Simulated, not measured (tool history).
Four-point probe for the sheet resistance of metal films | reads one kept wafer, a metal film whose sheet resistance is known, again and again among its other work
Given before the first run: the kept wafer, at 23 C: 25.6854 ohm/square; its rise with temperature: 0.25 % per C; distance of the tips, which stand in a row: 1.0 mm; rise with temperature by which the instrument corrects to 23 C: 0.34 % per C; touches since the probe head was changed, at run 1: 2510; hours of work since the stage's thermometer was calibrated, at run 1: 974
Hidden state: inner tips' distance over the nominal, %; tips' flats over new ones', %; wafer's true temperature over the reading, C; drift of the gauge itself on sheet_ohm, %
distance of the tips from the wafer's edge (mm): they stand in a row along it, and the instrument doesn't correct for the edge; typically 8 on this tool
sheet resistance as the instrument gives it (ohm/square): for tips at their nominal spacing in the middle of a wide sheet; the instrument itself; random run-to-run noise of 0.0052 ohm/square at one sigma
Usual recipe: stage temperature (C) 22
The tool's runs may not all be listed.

run	hour	stage temperature (C)	distance of the tips from the wafer's edge (mm)	touches since the probe head was changed	hours of work since the stage's thermometer was calibrated	sheet resistance as the instrument gives it (ohm/square)
1	0.0	22	8	2510	974	26.079671
2	67.8	25	8	5111	1016	26.029172
3	107.3	25	8	6630	1040	26.023647
4	188.1	22	8	9732	1090	26.091966
5	262.1	22	8	12572	1136	26.098553
6	351.5	22	8	16007	1191	26.116582
7	437.8	22	5	19322	1245	26.456213
8	494.6	22	6	21501	1280	26.291146
9	574.6	22	6	24574	1330	26.295388
10	648.7	22	8	27418	1375	26.137984
11	686.2	22	8	28858	1399	26.145607
12	772.4	22	8	32167	1452	26.152027
13	846.8	23	8	35023	1498	26.137379
14	902.8	23	8	37175	1533	26.135030
15	986.1	23	8	40372	1584	26.147879
16	1025.3	22	47	41881	1609	25.960931
17	1070.4	22	47	43612	1637	25.960237
18	1115.8	22	24	45353	1665	25.985980
19	1190.3	22	24	48215	1711	25.987542
20	1264.5	22	24	51064	1757	25.995015
21	1337.4	22	8	53861	1802	26.188946
22	1404.4	23	8	56437	1843	26.185515
23	1468.2	23	8	58884	1883	26.182821
24	1518.1	21	57	60801	1914	26.016339
25	1562.9	21	57	62522	1941	26.023272
26	1652.4	21	57	65958	1997	26.032102
# hour 1734.6: stage's thermometer calibrated
27	1743.6	21	57	69440	6	26.033798
28	1790.0	33	14	71224	34	25.847143
29	1842.6	34	30	73240	67	25.774808
30	1921.5	32	9	76271	116	25.971430
31	2007.2	28	23	79563	169	25.924092
32	2067.3	22	17	81869	206	26.079921
33	2154.3	27	44	85211	260	25.936239
34	2229.7	29	8	88107	307	26.116655
35	2302.9	29	8	90917	352	26.125055
36	2360.6	29	72	93132	388	25.908112
37	2452.4	19	37	96656	444	26.150411
38	2496.3	19	37	98341	472	26.138433
39	2551.1	19	37	100447	505	26.156176
40	2635.1	25	17	103673	558	26.069538
41	2676.3	25	17	105254	583	26.061806
42	2742.1	28	28	107781	624	25.986188
43	2811.3	28	28	110439	667	25.983819
44	2857.0	24	60	112193	695	26.064567
45	2897.6	22	53	113753	720	26.120426

Consider 3 possible next runs. They are alternatives, not a sequence: every one starts from the tool as it was left by run 45. What does each give?
A	2949.5	20	32	115744	752	?
B	2949.5	25	6	115744	752	?
C	2949.5	28	3	115744	752	?

run	sheet resistance as the instrument gives it (ohm/square)
A	26.174803
B	26.426194
C	27.447175
The same runs, with their run-to-run variation unchanged, on a tool lacking any hidden condition would have given:
run	sheet resistance as the instrument gives it (ohm/square)
A	25.767595
B	26.015694
C	27.022364

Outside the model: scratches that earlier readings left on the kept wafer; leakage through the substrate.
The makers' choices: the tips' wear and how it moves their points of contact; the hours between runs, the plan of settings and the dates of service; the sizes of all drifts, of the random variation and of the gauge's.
